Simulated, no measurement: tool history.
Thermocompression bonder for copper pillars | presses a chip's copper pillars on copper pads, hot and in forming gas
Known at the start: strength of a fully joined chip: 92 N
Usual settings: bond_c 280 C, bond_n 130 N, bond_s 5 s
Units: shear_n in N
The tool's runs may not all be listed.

run,day,bond_c,bond_n,bond_s,shear_n
1,0,280,130,5,33.3
2,0.321,280,130,5,32.7
3,0.729,280,130,5,33.4
4,0.979,280,130,5,33.4
5,1.35,308,130,5,49.9
6,1.567,308,130,5,48.2
7,1.958,280,130,5,33.2
8,2.35,280,127,5,32.3
9,2.542,280,92,5,25.7
10,2.812,280,92,5,27.7
11,3.054,280,92,5,25.4
12,3.329,280,92,5,25.8
13,3.542,280,92,5,25.1
14,3.942,269,130,5,27
15,4.225,269,130,5,26.9
16,4.521,269,130,5,27.1
17,4.846,280,91,5,25.5
18,5.1,280,91,5,26.1
19,5.45,280,91,5,25.8
20,5.671,280,91,5,25.4
21,5.946,257,91,3,13.7
22,6.2,257,91,3,13.8
23,6.538,257,91,3,13.9
24,6.742,280,130,5,31.4
25,6.971,271,79,3,15.2
26,7.346,263,166,4,24.9
27,7.683,263,166,4,26.1
28,7.992,263,166,4,25.6
29,8.367,300,166,5,48.2
30,8.612,299,180,7,55.3
31,8.879,299,180,7,54.3
32,9.075,288,168,4,39.3
33,9.4,288,168,4,38.1
34,9.642,280,106,7,31.4
# day 9.896: forming gas filter changed
35,9.929,277,134,4,29.3
36,10.242,301,113,9,50.4
37,10.508,288,159,5,41.2
38,10.917,278,130,6,33.4
39,11.158,278,104,5,28

5 ways to go on from here, each from the tool as it stands after run 39. What would each give?
A,11.388,306,130,10,?
B,11.388,280,130,14,?
C,11.388,267,84,5,?
D,11.388,306,187,5,?
E,11.388,281,130,13,?

run,shear_n
A,58.1
B,47.4
C,19.2
D,55.9
E,47.6
Without the tool's hidden state the same runs would have given:
run,shear_n
A,64.7
B,54.4
C,23.3
D,62.5
E,54.7
